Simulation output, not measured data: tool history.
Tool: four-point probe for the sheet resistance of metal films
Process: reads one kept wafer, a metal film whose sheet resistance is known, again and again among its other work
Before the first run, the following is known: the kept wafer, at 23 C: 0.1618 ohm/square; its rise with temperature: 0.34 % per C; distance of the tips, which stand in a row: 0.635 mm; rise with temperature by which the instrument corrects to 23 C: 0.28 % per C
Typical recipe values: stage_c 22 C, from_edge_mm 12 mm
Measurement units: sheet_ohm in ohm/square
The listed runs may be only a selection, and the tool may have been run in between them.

| run | day | stage_c | from_edge_mm | sheet_ohm |
|---|---|---|---|---|
| 1 | 0 | 22 | 12 | 0.163226 |
| 2 | 0.725 | 22 | 12 | 0.16315 |
| 3 | 1.167 | 22 | 8 | 0.163467 |
| 4 | 1.946 | 22 | 8 | 0.163407 |
| 5 | 2.625 | 30 | 12 | 0.163923 |
| 6 | 3.388 | 30 | 12 | 0.16388 |
| 7 | 3.746 | 30 | 12 | 0.163862 |
| 8 | 4.55 | 30 | 12 | 0.163941 |
| 9 | 5.05 | 30 | 12 | 0.163874 |
| 10 | 5.75 | 30 | 12 | 0.163879 |
| 11 | 6.529 | 30 | 12 | 0.163925 |
| 12 | 7.225 | 22 | 15 | 0.16312 |
| 13 | 7.604 | 22 | 12 | 0.163142 |
| 14 | 8 | 22 | 12 | 0.163157 |
| 15 | 8.388 | 31 | 12 | 0.164043 |
| 16 | 9.142 | 31 | 12 | 0.164042 |
| 17 | 9.479 | 22 | 12 | 0.163144 |
| 18 | 9.95 | 22 | 12 | 0.163186 |
| 19 | 10.779 | 22 | 12 | 0.163149 |
| 20 | 11.158 | 22 | 12 | 0.163163 |
| 21 | 11.521 | 22 | 12 | 0.163241 |
| 22 | 12.125 | 19 | 12 | 0.162921 |
| 23 | 12.492 | 19 | 12 | 0.162922 |
| 24 | 13.017 | 31 | 18 | 0.163947 |
| 25 | 13.842 | 22 | 23 | 0.163007 |
| 26 | 14.267 | 21 | 32 | 0.162952 |
| 27 | 14.908 | 33 | 5 | 0.165408 |
| 28 | 15.662 | 27 | 8 | 0.164037 |
| 29 | 16.367 | 27 | 8 | 0.164044 |
| 30 | 16.788 | 35 | 12 | 0.164459 |
| 31 | 17.246 | 24 | 12 | 0.163411 |
| 32 | 18 | 28 | 50 | 0.163614 |
| 33 | 18.792 | 29 | 23 | 0.163692 |
| 34 | 19.35 | 29 | 23 | 0.163713 |
| 35 | 19.742 | 32 | 5 | 0.165362 |
| 36 | 20.296 | 19 | 6 | 0.163694 |
| 37 | 20.875 | 20 | 9 | 0.163281 |
| 38 | 21.229 | 22 | 5 | 0.164431 |
| 39 | 21.575 | 22 | 5 | 0.164373 |
| 40 | 22.296 | 22 | 4 | 0.165225 |
| 41 | 22.912 | 22 | 4 | 0.165222 |
| 42 | 23.271 | 23 | 8 | 0.163594 |
| 43 | 23.612 | 23 | 8 | 0.163607 |
| 44 | 24.442 | 19 | 3 | 0.166558 |

What if the next run were any one of these 4? Each begins from the tool's condition after run 44:
| A | 25.088 | 22 | 30 | ? |
| B | 25.088 | 18 | 3 | ? |
| C | 25.088 | 31 | 70 | ? |
| D | 25.088 | 21 | 51 | ? |

| run | sheet_ohm |
|---|---|
| A | 0.16301 |
| B | 0.166465 |
| C | 0.163952 |
| D | 0.162959 |
Take away the tool's hidden state, keep each run's random variation, and the runs would have read:
| run | sheet_ohm |
|---|---|
| A | 0.161694 |
| B | 0.16512 |
| C | 0.162633 |
| D | 0.161642 |

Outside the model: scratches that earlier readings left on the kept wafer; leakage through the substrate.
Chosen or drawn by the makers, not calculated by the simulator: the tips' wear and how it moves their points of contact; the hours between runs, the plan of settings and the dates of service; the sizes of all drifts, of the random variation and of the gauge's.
